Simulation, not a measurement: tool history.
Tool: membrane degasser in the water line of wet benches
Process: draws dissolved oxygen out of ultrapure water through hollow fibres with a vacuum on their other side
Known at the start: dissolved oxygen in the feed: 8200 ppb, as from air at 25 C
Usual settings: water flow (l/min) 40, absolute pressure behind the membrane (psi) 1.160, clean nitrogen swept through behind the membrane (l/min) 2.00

run    hour  water flow (l/min)  absolute pressure behind the membrane (psi)  clean nitrogen swept through behind the membrane (l/min)  dissolved oxygen in the water behind the degasser (ppb)  pressure that the water loses in the fibres (psi)
  1     0.0                  40                                        1.160                                                      2.00                                                    495.4                                              8.843
  2    80.9                  40                                        1.160                                                      4.31                                                    393.8                                              8.808
  3   194.1                  40                                        1.160                                                      4.31                                                    394.9                                              8.810
  4   298.7                  40                                        1.160                                                      4.31                                                    404.0                                              8.763
  5   363.2                  40                                        1.160                                                      4.31                                                    397.4                                              8.792
  6   481.8                  40                                        1.160                                                      4.31                                                    395.8                                              8.743
  7   578.8                  40                                        1.160                                                      4.31                                                    399.4                                              8.762
  8   669.1                  40                                        1.160                                                      2.00                                                    499.0                                              8.683
  9   729.2                  40                                        2.611                                                      2.00                                                    875.5                                              8.715
 10   825.1                  40                                        1.160                                                      2.00                                                    500.2                                              8.743
 11   946.7                  40                                        1.160                                                      2.00                                                    495.1                                              8.714
 12  1044.6                  40                                        1.160                                                      2.00                                                    505.0                                              8.663
 13  1167.0                  40                                        1.160                                                      2.00                                                    503.8                                              8.653
 14  1232.3                  40                                        1.160                                                      2.00                                                    491.5                                              8.621
     1267.7  -- gauge calibrated
 15  1302.7                  40                                        1.160                                                      2.00                                                    494.4                                              8.805
 16  1364.1                  40                                        1.160                                                      2.00                                                    499.7                                              8.760
 17  1487.2                  40                                        1.160                                                      2.00                                                    506.2                                              8.782
 18  1596.3                  44                                        1.099                                                      4.31                                                    479.8                                              9.638
 19  1665.3                  44                                        1.099                                                      4.31                                                    464.9                                              9.655
 20  1725.3                  50                                        2.564                                                      2.00                                                   1158.4                                             10.974
 21  1788.8                  50                                        2.564                                                      2.00                                                   1151.7                                             10.873
 22  1909.0                  29                                        2.709                                                      1.17                                                    854.9                                              6.245
 23  2000.0                  43                                        2.316                                                      2.75                                                    760.9                                              9.394
     2059.1  -- seals of the vacuum lines changed
 24  2095.2                  59                                        2.569                                                      2.00                                                   1392.5                                             12.805
 25  2200.9                  35                                        1.160                                                      1.78                                                    407.6                                              7.606
 26  2262.0                  35                                        1.160                                                      1.78                                                    401.8                                              7.561
 27  2321.4                  51                                        1.160                                                      0.81                                                    988.7                                             11.046
 28  2416.3                  59                                        1.160                                                      2.24                                                    922.5                                             12.714
 29  2506.1                  54                                        1.230                                                      1.22                                                    971.7                                             11.655
 30  2572.0                  57                                        1.874                                                      1.22                                                   1367.4                                             12.292
 31  2701.8                  46                                        1.211                                                      3.85                                                    549.7                                              9.916
 32  2816.0                  64                                        2.724                                                      3.65                                                   1281.4                                             13.745

3 ways to go on from here, each from the tool as it stands after run 32. What would each give?
  A  2896.9                  46                                        0.918                                                      1.33                                                        ?                                                  ?
  B  2896.9                  40                                        1.194                                                      4.82                                                        ?                                                  ?
  C  2896.9                  64                                        1.590                                                      2.33                                                        ?                                                  ?

run  dissolved oxygen in the water behind the degasser (ppb)  pressure that the water loses in the fibres (psi)
  A                                                    625.6                                              9.925
  B                                                    395.9                                              8.641
  C                                                   1154.6                                             13.776
Without the tool's hidden state the same runs would have given:
run  dissolved oxygen in the water behind the degasser (ppb)  pressure that the water loses in the fibres (psi)
  A                                                    623.9                                             10.171
  B                                                    394.9                                              8.855
  C                                                   1152.7                                             14.118

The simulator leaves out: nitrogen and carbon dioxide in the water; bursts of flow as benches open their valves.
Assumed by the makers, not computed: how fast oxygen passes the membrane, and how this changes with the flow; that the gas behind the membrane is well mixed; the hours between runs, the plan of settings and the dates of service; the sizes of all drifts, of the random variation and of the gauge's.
